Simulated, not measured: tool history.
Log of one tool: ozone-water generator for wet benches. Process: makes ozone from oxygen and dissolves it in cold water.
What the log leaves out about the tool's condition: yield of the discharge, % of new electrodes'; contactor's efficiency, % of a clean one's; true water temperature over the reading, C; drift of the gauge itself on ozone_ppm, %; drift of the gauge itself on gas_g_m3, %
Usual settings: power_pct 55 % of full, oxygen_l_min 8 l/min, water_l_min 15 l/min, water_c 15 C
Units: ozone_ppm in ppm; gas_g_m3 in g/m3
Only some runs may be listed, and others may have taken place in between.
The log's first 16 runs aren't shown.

| run | hour | power_pct | oxygen_l_min | water_l_min | water_c | hours of work since the electrodes were changed | hours of work since the contactor was cleaned | hours of work since the thermometer was calibrated | ozone_ppm | gas_g_m3 |
|---|---|---|---|---|---|---|---|---|---|---|
| 17 | 1044.6 | 95 | 8 | 15 | 15 | 4224 | 129 | 5218 | 36.8 | 233.5 |
| 18 | 1102.2 | 95 | 8 | 15 | 15 | 4277 | 182 | 5272 | 36.3 | 230.6 |
|  | 1166 | contactor cleaned, once more |
| 19 | 1189 | 95 | 8 | 15 | 15 | 4354 | 21 | 5348 | 37.1 | 227.3 |
| 20 | 1274.4 | 96 | 14.23 | 15 | 15 | 4433 | 101 | 5428 | 32.4 | 166.7 |
| 21 | 1342.8 | 47 | 14.23 | 15 | 7 | 4497 | 164 | 5491 | 22.7 | 98.4 |
| 22 | 1398.6 | 79 | 14.23 | 13 | 11 | 4548 | 216 | 5543 | 32.6 | 145.8 |
|  | 1410.2 | water thermometer calibrated |
| 23 | 1482 | 79 | 14.23 | 13 | 11 | 4625 | 293 | 67 | 32.8 | 144.4 |
| 24 | 1552.9 | 79 | 14.23 | 16 | 11 | 4691 | 359 | 132 | 29.9 | 144.2 |
| 25 | 1609.3 | 40 | 4.32 | 10 | 22 | 4744 | 411 | 185 | 24.2 | 172.5 |
| 26 | 1645.4 | 50 | 8 | 20 | 23 | 4777 | 445 | 218 | 16.4 | 142.8 |
| 27 | 1701.9 | 50 | 8 | 20 | 23 | 4830 | 497 | 271 | 16.6 | 142.2 |
| 28 | 1755.3 | 43 | 8 | 20 | 23 | 4879 | 547 | 320 | 14.8 | 127.4 |
| 29 | 1833.9 | 43 | 8 | 20 | 23 | 4952 | 620 | 393 | 14.7 | 128.2 |
| 30 | 1886.3 | 50 | 8 | 10 | 15 | 5001 | 668 | 442 | 28.4 | 142.3 |
| 31 | 1964.3 | 94 | 8 | 10 | 15 | 5073 | 741 | 514 | 45.2 | 226.6 |
| 32 | 2031.8 | 96 | 8 | 20 | 15 | 5136 | 803 | 577 | 30.9 | 231 |

3 ways to go on from here, each from the tool as it stands after run 32. What would each give?
| A | 2092.9 | 96 | 10.9 | 20 | 15 | 5192 | 860 | 634 | ? | ? |
| B | 2092.9 | 55 | 12.33 | 11 | 14 | 5192 | 860 | 634 | ? | ? |
| C | 2092.9 | 55 | 6.48 | 17 | 7 | 5192 | 860 | 634 | ? | ? |

| run | ozone_ppm | gas_g_m3 |
|---|---|---|
| A | 29.3 | 191.5 |
| B | 26.2 | 118.2 |
| C | 26.5 | 173.1 |
Stripped of hidden state, with their random variation kept, the same runs would have yielded:
| run | ozone_ppm | gas_g_m3 |
|---|---|---|
| A | 31.9 | 206.7 |
| B | 27.8 | 124.3 |
| C | 28.1 | 182 |

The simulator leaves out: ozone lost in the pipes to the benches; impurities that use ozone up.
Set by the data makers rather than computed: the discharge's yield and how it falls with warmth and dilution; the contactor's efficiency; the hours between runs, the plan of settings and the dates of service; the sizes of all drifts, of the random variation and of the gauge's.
